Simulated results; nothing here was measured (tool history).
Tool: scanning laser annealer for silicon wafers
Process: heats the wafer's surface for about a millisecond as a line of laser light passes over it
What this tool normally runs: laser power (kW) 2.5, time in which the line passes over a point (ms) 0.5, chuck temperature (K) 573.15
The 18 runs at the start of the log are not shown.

run	hour	laser power (kW)	time in which the line passes over a point (ms)	chuck temperature (K)	highest temperature of the surface (K)
19	671.8	2.5	0.5	573.15	1254.15
20	715.4	2.5	0.5	573.15	1251.15
21	761.3	2.5	0.5	573.15	1251.15
22	808.6	2.5	0.356	557.15	1124.15
23	843.1	2.5	0.5	597.15	1273.15
24	882.5	2.5	0.488	557.15	1223.15
# hour 888: window over the wafer cleaned
25	910.5	2.5	0.488	557.15	1241.15
26	941.8	2.491	0.412	582.15	1204.15
27	963.8	2.491	0.412	582.15	1203.15
28	991.1	2.491	0.412	582.15	1204.15
29	1021.9	2.735	0.35	603.15	1229.15
30	1054.2	2.622	0.481	573.15	1284.15
31	1095.6	2.167	0.5	574.15	1170.15
32	1144	2.303	0.422	592.15	1168.15
33	1177	2.303	0.422	591.15	1167.15
34	1206.5	2.303	0.422	591.15	1170.15
35	1235	2.672	0.392	547.15	1193.15
# hour 1256.5: optics aligned, line set to its width
36	1276	2.5	0.5	597.15	1290.15
37	1319	2.5	0.5	597.15	1294.15

Forecast run 38:
38	1360.1	2.6	0.545	568.15	?

highest temperature of the surface (K): 1325.15
Had the tool carried no hidden state, the very same run would have given highest temperature of the surface (K) 1333.15.

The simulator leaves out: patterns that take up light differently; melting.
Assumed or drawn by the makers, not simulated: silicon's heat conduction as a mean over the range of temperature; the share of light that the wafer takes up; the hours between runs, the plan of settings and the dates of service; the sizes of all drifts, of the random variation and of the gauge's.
